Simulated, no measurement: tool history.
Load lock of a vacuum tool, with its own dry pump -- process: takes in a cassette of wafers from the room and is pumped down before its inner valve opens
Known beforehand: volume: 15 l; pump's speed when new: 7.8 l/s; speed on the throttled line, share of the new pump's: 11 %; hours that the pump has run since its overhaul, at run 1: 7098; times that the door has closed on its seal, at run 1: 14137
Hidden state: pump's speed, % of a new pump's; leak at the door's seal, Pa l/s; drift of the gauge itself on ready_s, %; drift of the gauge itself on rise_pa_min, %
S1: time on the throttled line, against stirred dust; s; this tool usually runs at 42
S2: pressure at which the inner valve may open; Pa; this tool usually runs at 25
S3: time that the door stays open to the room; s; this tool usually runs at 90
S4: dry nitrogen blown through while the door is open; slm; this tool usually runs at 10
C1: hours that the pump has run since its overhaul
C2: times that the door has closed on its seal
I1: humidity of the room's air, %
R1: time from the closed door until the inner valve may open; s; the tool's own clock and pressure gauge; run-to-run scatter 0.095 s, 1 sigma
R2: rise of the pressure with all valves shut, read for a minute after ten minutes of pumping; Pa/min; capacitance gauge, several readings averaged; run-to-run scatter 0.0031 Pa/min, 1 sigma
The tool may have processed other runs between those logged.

Run 1, hour 0: usual settings; C1 7098; C2 14137; I1 44.7. Result: R1 53.63 s, R2 0.075 Pa/min.
Run 2, hour 119.9: usual settings but S1 61 s; C1 7217; C2 14295; I1 41.7. Result: R1 70.53 s, R2 0.072 Pa/min.
Run 3, hour 300.8: usual settings but S1 61 s; C1 7398; C2 14534; I1 45. Result: R1 70.45 s, R2 0.078 Pa/min.
Run 4, hour 577.7: usual settings but S1 61 s; C1 7675; C2 14899; I1 46.6. Result: R1 70.51 s, R2 0.079 Pa/min.
Run 5, hour 836.7: usual settings but S1 61 s; C1 7934; C2 15241; I1 41.6. Result: R1 70.49 s, R2 0.067 Pa/min.
Run 6, hour 1009.5: usual settings but S2 28 Pa; C1 8107; C2 15469; I1 43.5. Result: R1 53.16 s, R2 0.076 Pa/min.
Run 7, hour 1287.7: usual settings; C1 8385; C2 15837; I1 45.7. Result: R1 53.55 s, R2 0.08 Pa/min.
Run 8, hour 1494.2: usual settings; C1 8592; C2 16109; I1 43.2. Result: R1 53.45 s, R2 0.076 Pa/min.
Run 9, hour 1750.2: usual settings; C1 8848; C2 16447; I1 42.8. Result: R1 53.59 s, R2 0.072 Pa/min.
Run 10, hour 1871.8: usual settings; C1 8969; C2 16608; I1 45.4. Result: R1 53.58 s, R2 0.078 Pa/min.
Run 11, hour 2024.3: usual settings; C1 9122; C2 16809; I1 45.8. Result: R1 53.45 s, R2 0.081 Pa/min.
Run 12, hour 2262.1: usual settings; C1 9360; C2 17123; I1 45. Result: R1 53.53 s, R2 0.081 Pa/min.
Run 13, hour 2399.8: usual settings; C1 9497; C2 17305; I1 42.4. Result: R1 53.62 s, R2 0.068 Pa/min.
Run 14, hour 2639.2: usual settings but S3 64 s; C1 9737; C2 17621; I1 46.1. Result: R1 53.57 s, R2 0.064 Pa/min.
Run 15, hour 2875.3: usual settings but S3 64 s; C1 9973; C2 17933; I1 45.8. Result: R1 53.58 s, R2 0.072 Pa/min.
Run 16, hour 3016: usual settings but S3 64 s; C1 10114; C2 18118; I1 45.9. Result: R1 53.51 s, R2 0.063 Pa/min.
At hour 3132.7: dry pump taken out, an overhauled one fitted.
Run 17, hour 3226.4: usual settings but S3 64 s; C1 94; C2 18388; I1 46.8. Result: R1 53.43 s, R2 0.059 Pa/min.
Run 18, hour 3420: usual settings but S3 64 s; C1 287; C2 18644; I1 44.2. Result: R1 53.46 s, R2 0.061 Pa/min.
Run 19, hour 3678.5: usual settings but S2 47 Pa; C1 546; C2 18985; I1 43.3. Result: R1 52.18 s, R2 0.078 Pa/min.
Run 20, hour 3802.6: usual settings but S2 47 Pa; C1 670; C2 19149; I1 46.9. Result: R1 52.36 s, R2 0.082 Pa/min.
Run 21, hour 4000.1: usual settings but S2 47 Pa; C1 867; C2 19410; I1 48.4. Result: R1 52.33 s, R2 0.078 Pa/min.
Run 22, hour 4136.4: usual settings but S2 47 Pa; C1 1004; C2 19589; I1 44.3. Result: R1 52.12 s, R2 0.071 Pa/min.
Run 23, hour 4433.2: usual settings but S1 55 s, S2 45 Pa, S3 104 s, S4 11 slm; C1 1301; C2 19981; I1 46. Result: R1 64.14 s, R2 0.079 Pa/min.
Run 24, hour 4676.9: usual settings but S1 55 s, S2 45 Pa, S3 104 s, S4 11 slm; C1 1544; C2 20303; I1 46.8. Result: R1 63.88 s, R2 0.085 Pa/min.

Run 25 has not been measured yet. What should we expect?
Run 25, hour 4832.8: usual settings but S1 55 s, S2 45 Pa, S3 104 s, S4 11 slm; C1 1700; C2 20509; I1 45.3. Result: R1 ?, R2 ?.

{"run 25": {"R1": 64.01, "R2": 0.085}}
The same run, on a tool lacking any hidden state, would have yielded R1 64.01 s, R2 0.084 Pa/min.
